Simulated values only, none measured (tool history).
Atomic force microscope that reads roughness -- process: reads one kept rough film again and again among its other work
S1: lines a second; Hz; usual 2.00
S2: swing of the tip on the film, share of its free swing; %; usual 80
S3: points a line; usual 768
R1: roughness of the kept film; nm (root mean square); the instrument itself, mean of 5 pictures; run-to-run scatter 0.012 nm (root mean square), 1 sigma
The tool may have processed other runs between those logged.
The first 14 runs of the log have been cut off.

run   hour    S1  S2   S3     R1
 15  395.9  0.67  80  768  2.784
 16  423.2  2.00  60  768  2.742
 17  443.0  2.00  80  768  2.459
     453.1  -- new tip fitted
 18  481.3  2.00  80  768  2.670
 19  514.5  1.74  80  768  2.665
 20  533.6  2.45  80  768  2.496
 21  558.8  0.61  80  768  2.838
 22  590.0  0.61  80  768  2.760
 23  617.2  0.61  80  768  2.714
     633.1  -- new tip fitted
 24  648.5  0.61  80  768  2.974
 25  673.7  0.61  80  768  2.935
 26  694.7  2.00  56  768  2.921
 27  718.8  2.00  56  768  2.871
 28  742.6  0.76  66  768  2.859
 29  779.2  2.00  65  768  2.658
 30  800.6  2.00  65  768  2.642
     814.6  -- new tip fitted
 31  842.5  2.00  65  768  2.906

The next listed run, before its measurement:
 32  884.4  2.00  61  768   ?

R1: 2.876 nm (root mean square)
With the hidden condition absent and the run-to-run variation left alone, this run would have shown R1 3.047 nm (root mean square).
